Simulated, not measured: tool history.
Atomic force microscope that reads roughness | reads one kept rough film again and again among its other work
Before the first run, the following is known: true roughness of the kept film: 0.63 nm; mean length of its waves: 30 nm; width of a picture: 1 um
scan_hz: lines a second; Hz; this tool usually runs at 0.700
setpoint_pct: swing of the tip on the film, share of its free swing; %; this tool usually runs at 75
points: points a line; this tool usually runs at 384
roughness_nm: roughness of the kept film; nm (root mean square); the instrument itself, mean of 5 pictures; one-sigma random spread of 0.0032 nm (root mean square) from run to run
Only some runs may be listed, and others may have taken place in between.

run   hour  scan_hz  setpoint_pct  points  roughness_nm
  1    0.0    0.700            75     384         0.569
  2    8.1    0.700            75     343         0.563
  3   19.2    0.700            75     548         0.560
      20.3  -- new tip fitted
  4   29.6    0.700            75     548         0.591
  5   38.7    0.700            75     548         0.583
  6   49.0    0.700            75     548         0.588
  7   56.0    0.700            86     384         0.575
  8   69.4    0.700            75     384         0.581
  9   76.6    0.700            75     384         0.582
 10   83.9    0.700            75     384         0.581
 11   96.3    0.700            75     384         0.575
 12  108.4    0.700            80     384         0.568
 13  119.5    0.700            80     384         0.566
 14  126.3    0.700            61     384         0.574
 15  138.1    0.700            61     384         0.577
 16  145.1    0.563            75     384         0.565
 17  154.7    0.563            75     384         0.569
 18  167.7    0.563            75     384         0.567
     170.3  -- new tip fitted
 19  180.3    0.700            75     384         0.590
 20  193.5    0.700            75     617         0.585
 21  204.4    0.700            75     617         0.586
 22  213.4    0.700            75     384         0.583
 23  221.7    0.700            75     384         0.581
 24  228.3    0.700            75     384         0.581
 25  235.2    0.700            62     384         0.586
 26  247.4    0.700            62     384         0.584
 27  261.5    0.700            75     411         0.570
 28  270.1    2.258            58     273         0.561
 29  283.2    0.892            65     273         0.569
 30  292.5    0.892            65     273         0.571
 31  304.8    0.700            66     484         0.581
 32  314.0    0.700            75     340         0.562
     320.8  -- new tip fitted
 33  324.8    0.700            66     552         0.594
 34  336.6    1.414            75     384         0.575
 35  344.6    1.414            75     384         0.566
 36  354.1    0.952            80     384         0.572
 37  367.1    1.081            75     888         0.576
     369.1  -- height scale calibrated on a step standard
 38  378.3    1.081            75     888         0.576
 39  390.0    1.639            87     384         0.524
 40  401.4    1.018            79     384         0.563
 41  409.9    1.380            68     522         0.570
 42  417.8    0.896            62     263         0.574
     430.8  -- height scale calibrated on a step standard, once more
 43  431.4    1.449            78     565         0.552
 44  444.5    0.700            62     343         0.576
 45  453.2    0.700            75     647         0.567
 46  459.7    0.700            59     384         0.578
     472.4  -- new tip fitted
 47  473.9    0.739            61     384         0.599
 48  480.8    2.453            67     415         0.564
 49  491.6    2.453            67     415         0.569
 50  504.0    2.453            67     415         0.567
 51  511.8    2.453            67     415         0.563
 52  522.4    1.154            55     850         0.594
 53  536.1    1.154            55     533         0.590

Predict each of these 4 candidate next runs independently; none follows another, all start after run 53:
  A  546.8    0.606            65     533             ?
  B  546.8    1.084            75     384             ?
  C  546.8    0.535            80     533             ?
  D  546.8    1.803            55     533             ?

run  roughness_nm
  A         0.587
  B         0.573
  C         0.579
  D         0.579
What these runs would have given with no unlogged condition in the tool:
run  roughness_nm
  A         0.604
  B         0.589
  C         0.595
  D         0.596
